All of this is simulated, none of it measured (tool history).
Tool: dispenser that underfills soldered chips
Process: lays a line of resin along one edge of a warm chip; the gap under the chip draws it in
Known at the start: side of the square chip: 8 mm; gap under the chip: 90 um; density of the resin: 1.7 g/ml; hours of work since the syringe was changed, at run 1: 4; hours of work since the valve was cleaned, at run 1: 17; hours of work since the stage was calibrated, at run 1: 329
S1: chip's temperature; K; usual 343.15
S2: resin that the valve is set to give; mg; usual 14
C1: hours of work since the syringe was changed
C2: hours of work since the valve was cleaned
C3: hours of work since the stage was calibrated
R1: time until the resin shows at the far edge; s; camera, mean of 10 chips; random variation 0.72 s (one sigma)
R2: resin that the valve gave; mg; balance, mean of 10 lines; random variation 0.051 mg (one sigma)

run 1 hour=0 | S1=343.15 S2=14 | C1=4 C2=17 C3=329 | R1=82.7 R2=13.77
-- hour=6.1 new syringe of resin
run 2 hour=6.6 | S1=343.15 S2=14 | C1=0 C2=21 C3=333 | R1=63.1 R2=13.84
run 3 hour=16.5 | S1=343.15 S2=13.9 | C1=7 C2=28 C3=340 | R1=99.4 R2=13.64
-- hour=18.7 new syringe of resin
run 4 hour=28.6 | S1=343.15 S2=14 | C1=6 C2=35 C3=347 | R1=98.2 R2=13.68
-- hour=31.4 new syringe of resin
run 5 hour=41.5 | S1=343.15 S2=14 | C1=7 C2=43 C3=356 | R1=97.5 R2=13.62
-- hour=43.6 new syringe of resin
run 6 hour=49.4 | S1=343.15 S2=14 | C1=4 C2=48 C3=360 | R1=79.7 R2=13.59
-- hour=55.6 new syringe of resin
run 7 hour=63.8 | S1=343.15 S2=14 | C1=5 C2=57 C3=370 | R1=89.3 R2=13.51
-- hour=68.7 new syringe of resin
run 8 hour=73.1 | S1=343.15 S2=14 | C1=3 C2=63 C3=375 | R1=76.6 R2=13.56
-- hour=80.7 new syringe of resin
run 9 hour=85.4 | S1=344.15 S2=14 | C1=3 C2=71 C3=383 | R1=73.7 R2=13.46
-- hour=92.5 dispensing valve cleaned and set on the balance
-- hour=94.1 new syringe of resin
run 10 hour=95.4 | S1=344.15 S2=14 | C1=1 C2=2 C3=389 | R1=61.6 R2=13.92
run 11 hour=102 | S1=331.15 S2=14 | C1=5 C2=6 C3=393 | R1=150.7 R2=13.85
-- hour=106.4 new syringe of resin
run 12 hour=108.1 | S1=331.15 S2=14 | C1=1 C2=10 C3=397 | R1=113.2 R2=13.84
run 13 hour=114.6 | S1=331.15 S2=14 | C1=5 C2=14 C3=401 | R1=156.1 R2=13.9
-- hour=119.2 new syringe of resin
run 14 hour=123.9 | S1=331.15 S2=14 | C1=3 C2=20 C3=407 | R1=128.7 R2=13.83
run 15 hour=129.7 | S1=331.15 S2=14 | C1=7 C2=23 C3=410 | R1=174.2 R2=13.75
-- hour=131.8 new syringe of resin
run 16 hour=138.2 | S1=331.15 S2=14 | C1=4 C2=29 C3=416 | R1=144.2 R2=13.72
-- hour=144.2 new syringe of resin
run 17 hour=144.2 | S1=343.15 S2=14 | C1=0 C2=32 C3=419 | R1=60 R2=13.71
run 18 hour=151.4 | S1=343.15 S2=14 | C1=5 C2=37 C3=424 | R1=84.2 R2=13.72
-- hour=157.2 new syringe of resin
run 19 hour=163.4 | S1=349.15 S2=14 | C1=4 C2=45 C3=432 | R1=61.9 R2=13.57
-- hour=169.5 new syringe of resin
run 20 hour=170.5 | S1=346.15 S2=14 | C1=1 C2=49 C3=436 | R1=55.6 R2=13.61
run 21 hour=180.7 | S1=346.15 S2=14 | C1=7 C2=56 C3=443 | R1=91 R2=13.56
-- hour=181.7 new syringe of resin
run 22 hour=187.3 | S1=343.15 S2=18.1 | C1=4 C2=60 C3=447 | R1=75.4 R2=17.55
-- hour=194.1 new syringe of resin
run 23 hour=201.5 | S1=343.15 S2=18.1 | C1=5 C2=69 C3=456 | R1=82.1 R2=17.4
-- hour=206.4 new syringe of resin
-- hour=212.3 dispensing valve cleaned and set on the balance
run 24 hour=212.3 | S1=343.15 S2=18.1 | C1=3 C2=0 C3=462 | R1=70.6 R2=18.25
-- hour=220.3 new syringe of resin
run 25 hour=223.1 | S1=344.15 S2=12 | C1=2 C2=7 C3=469 | R1=67.7 R2=12
run 26 hour=230.5 | S1=347.15 S2=15 | C1=7 C2=12 C3=473 | R1=79.9 R2=15.07
-- hour=233 new syringe of resin
run 27 hour=243.1 | S1=347.15 S2=15 | C1=7 C2=19 C3=481 | R1=79.1 R2=14.89
-- hour=245.3 new syringe of resin
run 28 hour=250 | S1=347.15 S2=15 | C1=3 C2=24 C3=486 | R1=61.6 R2=14.84
-- hour=257.7 new syringe of resin
run 29 hour=262.8 | S1=341.15 S2=12.8 | C1=3 C2=32 C3=494 | R1=85.6 R2=12.62
-- hour=270.5 new syringe of resin
run 30 hour=271.8 | S1=341.15 S2=12.8 | C1=1 C2=37 C3=499 | R1=70.5 R2=12.63
run 31 hour=282.1 | S1=332.15 S2=14 | C1=7 C2=44 C3=506 | R1=175.7 R2=13.71
-- hour=283.2 new syringe of resin
run 32 hour=289 | S1=332.15 S2=14 | C1=4 C2=48 C3=510 | R1=128.5 R2=13.65
-- hour=295.4 new syringe of resin
run 33 hour=303 | S1=352.15 S2=13.3 | C1=5 C2=57 C3=519 | R1=58.9 R2=12.86
-- hour=308.3 new syringe of resin
run 34 hour=314.4 | S1=352.15 S2=13.3 | C1=4 C2=64 C3=526 | R1=53.8 R2=12.75
-- hour=320.4 new syringe of resin
run 35 hour=325.2 | S1=345.15 S2=16.6 | C1=3 C2=71 C3=533 | R1=65.5 R2=16.05
-- hour=331.8 dispensing valve cleaned and set on the balance
run 36 hour=332.9 | S1=329.15 S2=16.8 | C1=7 C2=1 C3=537 | R1=192.2 R2=16.79

Hidden state at the last listed run before each entry between runs and at the first one after, where it differs:
Between runs 1 and 2: new syringe of resin (hour 6.1)
  resin's viscosity, % of fresh resin's: 136.2 -> 102.3; dose that the valve gives, % of what is set: 98.88 -> 98.63; true chip temperature over the reading, C: 1.64 -> 1.65
  measured less the result without the state, R1: +17.6 -> -3.2 s; R2: -0.15 -> -0.2 mg
Between runs 3 and 4: new syringe of resin (hour 18.7)
  resin's viscosity, % of fresh resin's: 165.4 -> 165.5; dose that the valve gives, % of what is set: 98.25 -> 97.8; true chip temperature over the reading, C: 1.68 -> 1.71
  measured less the result without the state, R1: +34.9 -> +34.5 s; R2: -0.24 -> -0.31 mg
Between runs 4 and 5: new syringe of resin (hour 31.4)
  resin's viscosity, % of fresh resin's: 165.5 -> 163.1; dose that the valve gives, % of what is set: 97.8 -> 97.36; true chip temperature over the reading, C: 1.71 -> 1.75
  measured less the result without the state, R1: +34.5 -> +33.2 s; R2: -0.31 -> -0.37 mg
Between runs 5 and 6: new syringe of resin (hour 43.6)
  resin's viscosity, % of fresh resin's: 163.1 -> 131.7; dose that the valve gives, % of what is set: 97.36 -> 97.09; true chip temperature over the reading, C: 1.75 -> 1.77
  measured less the result without the state, R1: +33.2 -> +14.7 s; R2: -0.37 -> -0.41 mg
Between runs 6 and 7: new syringe of resin (hour 55.6)
  resin's viscosity, % of fresh resin's: 131.7 -> 147.1; dose that the valve gives, % of what is set: 97.09 -> 96.59; true chip temperature over the reading, C: 1.77 -> 1.81
  measured less the result without the state, R1: +14.7 -> +23.8 s; R2: -0.41 -> -0.48 mg
Between runs 7 and 8: new syringe of resin (hour 68.7)
  resin's viscosity, % of fresh resin's: 147.1 -> 124.7; dose that the valve gives, % of what is set: 96.59 -> 96.24; true chip temperature over the reading, C: 1.81 -> 1.84
  measured less the result without the state, R1: +23.8 -> +10.4 s; R2: -0.48 -> -0.52 mg
Between runs 8 and 9: new syringe of resin (hour 80.7)
  resin's viscosity, % of fresh resin's: 124.7 -> 126.6; dose that the valve gives, % of what is set: 96.24 -> 95.8; true chip temperature over the reading, C: 1.84 -> 1.87
  measured less the result without the state, R1: +10.4 -> +10.9 s; R2: -0.52 -> -0.59 mg
Between runs 9 and 10: dispensing valve cleaned and set on the balance (hour 92.5); new syringe of resin (hour 94.1)
  resin's viscosity, % of fresh resin's: 126.6 -> 107.7; dose that the valve gives, % of what is set: 95.8 -> 99.65; true chip temperature over the reading, C: 1.87 -> 1.9
  measured less the result without the state, R1: +10.9 -> -0.6 s; R2: -0.59 -> -0.05 mg
Between runs 11 and 12: new syringe of resin (hour 106.4)
  resin's viscosity, % of fresh resin's: 148.4 -> 109.5; dose that the valve gives, % of what is set: 99.41 -> 99.2; true chip temperature over the reading, C: 1.92 -> 1.93
  measured less the result without the state, R1: +39.6 -> +0 s; R2: -0.09 -> -0.11 mg
Between runs 13 and 14: new syringe of resin (hour 119.2)
  resin's viscosity, % of fresh resin's: 150.1 -> 126.2; dose that the valve gives, % of what is set: 98.98 -> 98.63; true chip temperature over the reading, C: 1.95 -> 1.98
  measured less the result without the state, R1: +42.1 -> +16.8 s; R2: -0.14 -> -0.19 mg
Between runs 15 and 16: new syringe of resin (hour 131.8)
  resin's viscosity, % of fresh resin's: 167.7 -> 137.6; dose that the valve gives, % of what is set: 98.45 -> 98.13; true chip temperature over the reading, C: 1.99 -> 2.02
  measured less the result without the state, R1: +60.4 -> +29.1 s; R2: -0.21 -> -0.26 mg
Between runs 16 and 17: new syringe of resin (hour 144.2)
  resin's viscosity, % of fresh resin's: 137.6 -> 99.5; dose that the valve gives, % of what is set: 98.13 -> 97.95; true chip temperature over the reading, C: 2.02 -> 2.03
  measured less the result without the state, R1: +29.1 -> -5.8 s; R2: -0.26 -> -0.29 mg
Between runs 18 and 19: new syringe of resin (hour 157.2)
  resin's viscosity, % of fresh resin's: 141.5 -> 133.6; dose that the valve gives, % of what is set: 97.66 -> 97.22; true chip temperature over the reading, C: 2.05 -> 2.08
  measured less the result without the state, R1: +19.2 -> +11.5 s; R2: -0.33 -> -0.38 mg
Between runs 19 and 20: new syringe of resin (hour 169.5)
  resin's viscosity, % of fresh resin's: 133.6 -> 104.5; dose that the valve gives, % of what is set: 97.22 -> 96.94; true chip temperature over the reading, C: 2.08 -> 2.1
  measured less the result without the state, R1: +11.5 -> -2.4 s; R2: -0.38 -> -0.43 mg
Between runs 21 and 22: new syringe of resin (hour 181.7)
  resin's viscosity, % of fresh resin's: 172 -> 132.5; dose that the valve gives, % of what is set: 96.52 -> 96.28; true chip temperature over the reading, C: 2.13 -> 2.15
  measured less the result without the state, R1: +33.3 -> +13 s; R2: -0.49 -> -0.68 mg
Between runs 22 and 23: new syringe of resin (hour 194.1)
  resin's viscosity, % of fresh resin's: 132.5 -> 143.9; dose that the valve gives, % of what is set: 96.28 -> 95.8; true chip temperature over the reading, C: 2.15 -> 2.19
  measured less the result without the state, R1: +13 -> +19.3 s; R2: -0.68 -> -0.76 mg
Between runs 23 and 24: new syringe of resin (hour 206.4); dispensing valve cleaned and set on the balance (hour 212.3)
  resin's viscosity, % of fresh resin's: 143.9 -> 125.6; dose that the valve gives, % of what is set: 95.8 -> 100.32; true chip temperature over the reading, C: 2.19 -> 2.22
  measured less the result without the state, R1: +19.3 -> +8.6 s; R2: -0.76 -> +0.06 mg
Between runs 24 and 25: new syringe of resin (hour 220.3)
  resin's viscosity, % of fresh resin's: 125.6 -> 113.6; dose that the valve gives, % of what is set: 100.32 -> 99.92; true chip temperature over the reading, C: 2.22 -> 2.24
  measured less the result without the state, R1: +8.6 -> +1.9 s; R2: +0.06 -> -0.01 mg
Between runs 26 and 27: new syringe of resin (hour 233)
  resin's viscosity, % of fresh resin's: 162.9 -> 161.9; dose that the valve gives, % of what is set: 99.64 -> 99.15; true chip temperature over the reading, C: 2.27 -> 2.3
  measured less the result without the state, R1: +25.5 -> +25.1 s; R2: -0.06 -> -0.13 mg
Between runs 27 and 28: new syringe of resin (hour 245.3)
  resin's viscosity, % of fresh resin's: 161.9 -> 123.8; dose that the valve gives, % of what is set: 99.15 -> 98.9; true chip temperature over the reading, C: 2.3 -> 2.32
  measured less the result without the state, R1: +25.1 -> +6.7 s; R2: -0.13 -> -0.16 mg
Between runs 28 and 29: new syringe of resin (hour 257.7)
  resin's viscosity, % of fresh resin's: 123.8 -> 128.9; dose that the valve gives, % of what is set: 98.9 -> 98.46; true chip temperature over the reading, C: 2.32 -> 2.35
  measured less the result without the state, R1: +6.7 -> +11.9 s; R2: -0.16 -> -0.2 mg
Between runs 29 and 30: new syringe of resin (hour 270.5)
  resin's viscosity, % of fresh resin's: 128.9 -> 106.9; dose that the valve gives, % of what is set: 98.46 -> 98.15; true chip temperature over the reading, C: 2.35 -> 2.38
  measured less the result without the state, R1: +11.9 -> -2.5 s; R2: -0.2 -> -0.23 mg
Between runs 31 and 32: new syringe of resin (hour 283.2)
  resin's viscosity, % of fresh resin's: 177 -> 132.9; dose that the valve gives, % of what is set: 97.79 -> 97.55; true chip temperature over the reading, C: 2.41 -> 2.42
  measured less the result without the state, R1: +65 -> +20.5 s; R2: -0.31 -> -0.35 mg
Between runs 32 and 33: new syringe of resin (hour 295.4)
  resin's viscosity, % of fresh resin's: 132.9 -> 144.2; dose that the valve gives, % of what is set: 97.55 -> 97.02; true chip temperature over the reading, C: 2.42 -> 2.47
  measured less the result without the state, R1: +20.5 -> +13.8 s; R2: -0.35 -> -0.4 mg
Between runs 33 and 34: new syringe of resin (hour 308.3)
  resin's viscosity, % of fresh resin's: 144.2 -> 135.2; dose that the valve gives, % of what is set: 97.02 -> 96.59; true chip temperature over the reading, C: 2.47 -> 2.5
  measured less the result without the state, R1: +13.8 -> +10 s; R2: -0.4 -> -0.45 mg
Between runs 34 and 35: new syringe of resin (hour 320.4)
  resin's viscosity, % of fresh resin's: 135.2 -> 126.8; dose that the valve gives, % of what is set: 96.59 -> 96.2; true chip temperature over the reading, C: 2.5 -> 2.53
  measured less the result without the state, R1: +10 -> +8 s; R2: -0.45 -> -0.63 mg
Between runs 35 and 36: dispensing valve cleaned and set on the balance (hour 331.8)
  resin's viscosity, % of fresh resin's: 126.8 -> 176.2; dose that the valve gives, % of what is set: 96.2 -> 100.17; true chip temperature over the reading, C: 2.53 -> 2.55
  measured less the result without the state, R1: +8 -> +68.5 s; R2: -0.63 -> +0.03 mg
